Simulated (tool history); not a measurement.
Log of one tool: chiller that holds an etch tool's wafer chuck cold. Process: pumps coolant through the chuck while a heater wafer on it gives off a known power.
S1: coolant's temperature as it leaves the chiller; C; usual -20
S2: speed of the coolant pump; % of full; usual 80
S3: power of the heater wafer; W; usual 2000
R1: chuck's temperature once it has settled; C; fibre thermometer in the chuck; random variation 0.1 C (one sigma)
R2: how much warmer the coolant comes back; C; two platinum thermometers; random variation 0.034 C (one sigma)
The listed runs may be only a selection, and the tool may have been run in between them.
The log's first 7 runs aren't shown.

run 8 day=9.342 | S1=-20 S2=72 S3=2000 | R1=5.1 R2=6.24
run 9 day=10.696 | S1=-20 S2=64 S3=2000 | R1=7.3 R2=6.96
run 10 day=12.108 | S1=-20 S2=94 S3=2000 | R1=0.6 R2=4.73
run 11 day=13.025 | S1=-20 S2=94 S3=2607 | R1=6.7 R2=6.2
run 12 day=14.275 | S1=-20 S2=94 S3=2607 | R1=6.8 R2=6.22
run 13 day=16.1 | S1=-20 S2=94 S3=2607 | R1=6.7 R2=6.23
run 14 day=17.229 | S1=-20 S2=94 S3=2607 | R1=6.9 R2=6.27
run 15 day=18.183 | S1=-20 S2=94 S3=2607 | R1=7.1 R2=6.19
run 16 day=19.175 | S1=-20 S2=94 S3=2607 | R1=6.9 R2=6.22
run 17 day=20.354 | S1=-27 S2=89 S3=1929 | R1=-6.3 R2=4.87
run 18 day=21.571 | S1=-17 S2=92 S3=1929 | R1=3 R2=4.76
run 19 day=22.804 | S1=-17 S2=92 S3=1929 | R1=3.2 R2=4.71
run 20 day=24.658 | S1=-17 S2=92 S3=1929 | R1=3.1 R2=4.71
run 21 day=25.746 | S1=-14 S2=89 S3=1144 | R1=-1.7 R2=2.9
run 22 day=26.854 | S1=-14 S2=89 S3=1144 | R1=-1.6 R2=2.86
run 23 day=28.371 | S1=-30 S2=89 S3=2195 | R1=-6.4 R2=5.58
run 24 day=30.071 | S1=-25 S2=80 S3=1096 | R1=-12.2 R2=3.08
run 25 day=31.971 | S1=-24 S2=79 S3=1052 | R1=-11.6 R2=2.97
run 26 day=32.896 | S1=-24 S2=79 S3=1052 | R1=-11.7 R2=3.03
run 27 day=34.692 | S1=-26 S2=95 S3=1095 | R1=-14.7 R2=2.6
run 28 day=36.154 | S1=-26 S2=95 S3=1095 | R1=-14.8 R2=2.58
run 29 day=37.542 | S1=-26 S2=99 S3=2000 | R1=-6 R2=4.53
run 30 day=39.262 | S1=-16 S2=100 S3=2000 | R1=3.8 R2=4.53
run 31 day=41.092 | S1=-20 S2=82 S3=1520 | R1=-2.7 R2=4.16
run 32 day=42.079 | S1=-20 S2=72 S3=2000 | R1=5 R2=6.22

Each row is a separate what-if for the run after 32, all from the same tool condition, not one after another. Results?
run A day=43.929 | S1=-20 S2=72 S3=1677 | R1=? R2=?
run B day=43.929 | S1=-21 S2=72 S3=2000 | R1=? R2=?
run C day=43.929 | S1=-23 S2=82 S3=1175 | R1=? R2=?
run D day=43.929 | S1=-27 S2=95 S3=1815 | R1=? R2=?

run=A R1=0.9 R2=5.18
run=B R1=3.9 R2=6.26
run=C R1=-9.8 R2=3.25
run=D R1=-8.4 R2=4.32
The same runs, with their run-to-run variation unchanged, on a tool lacking any hidden condition would have given:
run=A R1=0.9 R2=5.18
run=B R1=3.9 R2=6.25
run=C R1=-9.8 R2=3.25
run=D R1=-8.4 R2=4.32

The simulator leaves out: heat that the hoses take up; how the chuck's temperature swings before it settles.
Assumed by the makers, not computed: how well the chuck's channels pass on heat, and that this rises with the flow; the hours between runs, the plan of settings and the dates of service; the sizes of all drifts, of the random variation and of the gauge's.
